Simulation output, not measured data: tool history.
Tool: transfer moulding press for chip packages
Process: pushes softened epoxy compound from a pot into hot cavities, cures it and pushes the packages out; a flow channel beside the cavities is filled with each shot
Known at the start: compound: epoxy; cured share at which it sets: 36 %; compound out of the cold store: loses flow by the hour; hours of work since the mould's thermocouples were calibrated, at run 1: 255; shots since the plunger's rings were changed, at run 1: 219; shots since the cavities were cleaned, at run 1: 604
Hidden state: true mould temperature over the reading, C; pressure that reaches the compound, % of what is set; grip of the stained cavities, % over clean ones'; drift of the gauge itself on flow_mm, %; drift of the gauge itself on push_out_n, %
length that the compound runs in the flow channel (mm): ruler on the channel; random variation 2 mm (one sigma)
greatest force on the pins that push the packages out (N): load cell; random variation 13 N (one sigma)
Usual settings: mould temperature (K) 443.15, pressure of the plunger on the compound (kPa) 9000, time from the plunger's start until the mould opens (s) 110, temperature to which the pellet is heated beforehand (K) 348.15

run,hour,mould temperature (K),pressure of the plunger on the compound (kPa),time from the plunger's start until the mould opens (s),temperature to which the pellet is heated beforehand (K),hours of work since the mould's thermocouples were calibrated,shots since the plunger's rings were changed,shots since the cavities were cleaned,incoming compound's hours out of the cold store,length that the compound runs in the flow channel (mm),greatest force on the pins that push the packages out (N)
1,0,443.15,9000,110,348.15,255,219,604,24.7,973,815
# hour 24.2: cavities cleaned with cleaning compound and waxed
2,24.2,443.15,9000,110,348.15,266,401,0,16.9,995,645
3,51.6,443.15,9000,130,348.15,279,622,221,29.7,950,570
4,79.3,443.15,9000,110,343.15,293,845,444,29.4,956,812
5,112.3,443.15,9000,147,343.15,309,1110,709,25.4,963,641
# hour 123.3: cavities cleaned with cleaning compound and waxed
6,157.5,443.15,9000,110,348.15,330,1462,275,31.5,941,734
7,196.6,443.15,9000,110,348.15,349,1777,590,24.6,956,873
# hour 221.4: cavities cleaned with cleaning compound and waxed
8,225.4,443.15,9000,110,348.15,362,1997,32,25.6,952,669
9,256.9,443.15,9000,110,348.15,378,2250,285,17.5,976,783
# hour 281.5: mould's thermocouples calibrated
10,308.7,443.15,9000,110,348.15,13,2652,687,19.4,965,887
# hour 321.3: cavities cleaned with cleaning compound and waxed
11,339.5,443.15,9000,110,348.15,27,2887,146,25.6,943,692
# hour 380.6: mould's thermocouples calibrated, once more
12,387.9,443.15,9000,110,352.15,4,3261,520,15.6,980,930
# hour 408.6: plunger's sealing rings changed
13,415,443.15,9000,110,352.15,15,51,717,32.9,947,945
# hour 425.5: cavities cleaned with cleaning compound and waxed
14,464.3,443.15,9000,110,348.15,39,437,312,34.8,939,769
15,488.7,447.15,6980,110,348.15,50,633,508,18.5,860,704
# hour 524: cavities cleaned with cleaning compound and waxed
16,524.8,440.15,9390,144,358.15,67,912,7,43.2,933,495
17,562.2,440.15,9390,104,355.15,85,1213,308,26.4,983,1094
18,597.2,440.15,9390,104,355.15,102,1494,589,42.7,933,1199
19,618.1,437.15,7610,91,344.15,113,1663,758,41.3,846,2026
# hour 624.4: cavities cleaned with cleaning compound and waxed
20,651.2,437.15,7300,91,344.15,128,1917,216,16.2,897,1815
21,692.3,449.15,10670,116,348.15,148,2248,547,39.5,981,640
# hour 724.4: cavities cleaned with cleaning compound and waxed
22,733.4,443.15,7410,110,354.15,167,2566,72,40,822,660
23,755.9,443.15,7410,110,354.15,178,2747,253,9.1,909,800
24,796,443.15,7410,110,354.15,197,3070,576,43.8,808,830
# hour 823.3: cavities cleaned with cleaning compound and waxed
# hour 840.2: plunger's sealing rings changed
25,847.3,448.15,9930,117,354.15,220,57,173,43.7,952,532
26,873.7,443.15,9000,122,349.15,233,270,386,13.3,1007,712
27,914.1,443.15,6890,131,355.15,253,595,711,36.5,816,687
# hour 923.2: cavities cleaned with cleaning compound and waxed
28,950,439.15,9590,144,342.15,269,872,216,47.6,933,582

Forecast each of these 4 alternatives for the next run:
A,988,443.15,8320,110,348.15,288,1178,522,17.7,?,?
B,988,435.15,9590,139,352.15,288,1178,522,25.7,?,?
C,988,442.15,10510,144,354.15,288,1178,522,45.5,?,?
D,988,443.15,7500,119,348.15,288,1178,522,29.1,?,?

run,length that the compound runs in the flow channel (mm),greatest force on the pins that push the packages out (N)
A,949,913
B,1008,897
C,973,619
D,865,746
Without the tool's hidden state the same runs would have given:
run,length that the compound runs in the flow channel (mm),greatest force on the pins that push the packages out (N)
A,961,657
B,1021,645
C,986,444
D,876,537
